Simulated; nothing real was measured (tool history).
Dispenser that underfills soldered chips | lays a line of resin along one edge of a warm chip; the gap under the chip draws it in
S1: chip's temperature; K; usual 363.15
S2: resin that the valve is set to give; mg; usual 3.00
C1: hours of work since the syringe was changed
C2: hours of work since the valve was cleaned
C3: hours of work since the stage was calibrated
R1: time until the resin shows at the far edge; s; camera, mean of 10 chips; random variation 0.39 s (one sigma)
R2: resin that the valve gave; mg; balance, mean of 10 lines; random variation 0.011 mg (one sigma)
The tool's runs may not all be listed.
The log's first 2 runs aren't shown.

Run 3, hour 9.9: usual settings; C1 7; C2 68; C3 126. Result: R1 37.4 s, R2 2.90 mg.
Run 4, hour 12.5: usual settings; C1 9; C2 70; C3 128. Result: R1 42.1 s, R2 2.92 mg.
Run 5, hour 16.6: usual settings; C1 11; C2 72; C3 130. Result: R1 48.1 s, R2 2.93 mg.
At hour 18.2: new syringe of resin.
Run 6, hour 20.1: usual settings but S1 371.15 K; C1 1; C2 74; C3 132. Result: R1 18.4 s, R2 2.90 mg.
Run 7, hour 25.1: usual settings but S1 371.15 K; C1 4; C2 77; C3 135. Result: R1 22.9 s, R2 2.93 mg.
Run 8, hour 29.3: usual settings but S1 371.15 K; C1 7; C2 80; C3 138. Result: R1 26.6 s, R2 2.93 mg.
Run 9, hour 35.1: usual settings but S1 371.15 K; C1 10; C2 83; C3 141. Result: R1 34.4 s, R2 2.88 mg.
At hour 37.6: new syringe of resin.
Run 10, hour 40.3: usual settings but S1 371.15 K; C1 2; C2 86; C3 144. Result: R1 19.3 s, R2 2.89 mg.
Run 11, hour 44.0: usual settings but S1 371.15 K; C1 4; C2 88; C3 147. Result: R1 23.8 s, R2 2.90 mg.
Run 12, hour 48.4: usual settings but S1 371.15 K; C1 7; C2 91; C3 149. Result: R1 27.6 s, R2 2.90 mg.
Run 13, hour 52.8: usual settings but S1 371.15 K; C1 9; C2 94; C3 152. Result: R1 32.3 s, R2 2.88 mg.
Run 14, hour 55.8: usual settings but S2 2.54 mg; C1 11; C2 96; C3 154. Result: R1 51.4 s, R2 2.43 mg.
At hour 57.1: new syringe of resin.
Run 15, hour 60.3: usual settings but S2 2.54 mg; C1 2; C2 98; C3 156. Result: R1 28.9 s, R2 2.45 mg.
Run 16, hour 65.9: usual settings but S2 2.54 mg; C1 5; C2 102; C3 160. Result: R1 35.7 s, R2 2.44 mg.
Run 17, hour 70.4: usual settings but S2 2.54 mg; C1 8; C2 104; C3 163. Result: R1 43.4 s, R2 2.44 mg.
Run 18, hour 74.8: usual settings; C1 11; C2 107; C3 165. Result: R1 48.5 s, R2 2.88 mg.
At hour 76.4: new syringe of resin.
Run 19, hour 80.2: usual settings but S1 364.15 K; C1 2; C2 110; C3 168. Result: R1 27.3 s, R2 2.88 mg.

Forecast run 20:
Run 20, hour 84.9: usual settings but S2 3.24 mg; C1 5; C2 113; C3 171. Result: R1 ?, R2 ?.

R1: 32.8 s
R2: 3.08 mg
Without the tool's hidden state the same run would have given R1 24.9 s, R2 3.23 mg.
